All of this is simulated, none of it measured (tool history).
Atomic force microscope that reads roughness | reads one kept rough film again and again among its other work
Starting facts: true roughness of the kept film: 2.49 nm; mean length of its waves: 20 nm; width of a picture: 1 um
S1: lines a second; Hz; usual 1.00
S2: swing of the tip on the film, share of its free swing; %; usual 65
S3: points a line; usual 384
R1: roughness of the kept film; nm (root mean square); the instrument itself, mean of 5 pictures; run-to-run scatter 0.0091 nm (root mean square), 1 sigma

run	hour	S1	S2	S3	R1
1	0.0	1.00	65	384	1.645
# hour 2.7: new tip fitted
2	12.6	1.00	65	384	1.985
3	19.7	1.00	65	384	1.936
4	29.0	1.00	65	384	1.890
5	42.0	1.00	65	384	1.825
6	52.0	1.00	65	656	1.794
7	61.6	1.00	65	656	1.765
8	72.6	1.00	65	656	1.700
9	81.0	1.00	57	384	1.653
# hour 88.9: new tip fitted
10	89.5	1.00	65	384	2.046
11	98.2	1.00	65	384	2.008
12	107.8	1.00	65	384	1.956
13	120.3	1.00	65	384	1.875
14	127.0	1.00	65	384	1.848
15	135.1	1.41	64	384	1.803
# hour 137.5: height scale calibrated on a step standard
16	148.8	3.30	78	470	1.595
17	162.5	3.30	78	348	1.521
18	172.4	1.00	58	384	1.668
# hour 176.6: new tip fitted
19	180.7	1.00	58	384	2.033
20	189.2	3.93	88	384	1.601
# hour 195.3: height scale calibrated on a step standard, once more
21	200.8	0.50	62	299	1.927
22	212.7	1.00	65	658	1.856
23	220.7	0.60	65	326	1.813
24	235.6	0.57	81	456	1.749
25	248.1	0.57	81	456	1.695
26	257.1	0.57	81	456	1.664
# hour 263.5: new tip fitted
27	269.1	0.57	81	456	2.010
28	279.1	0.57	81	456	1.933

3 ways to go on from here, each from the tool as it stands after run 28. What would each give?
A	285.5	2.12	61	262	?
B	285.5	0.85	81	456	?
C	285.5	1.96	81	456	?

run	R1
A	1.853
B	1.868
C	1.792
Stripped of hidden state, with their random variation kept, the same runs would have yielded:
run	R1
A	1.990
B	2.006
C	1.924

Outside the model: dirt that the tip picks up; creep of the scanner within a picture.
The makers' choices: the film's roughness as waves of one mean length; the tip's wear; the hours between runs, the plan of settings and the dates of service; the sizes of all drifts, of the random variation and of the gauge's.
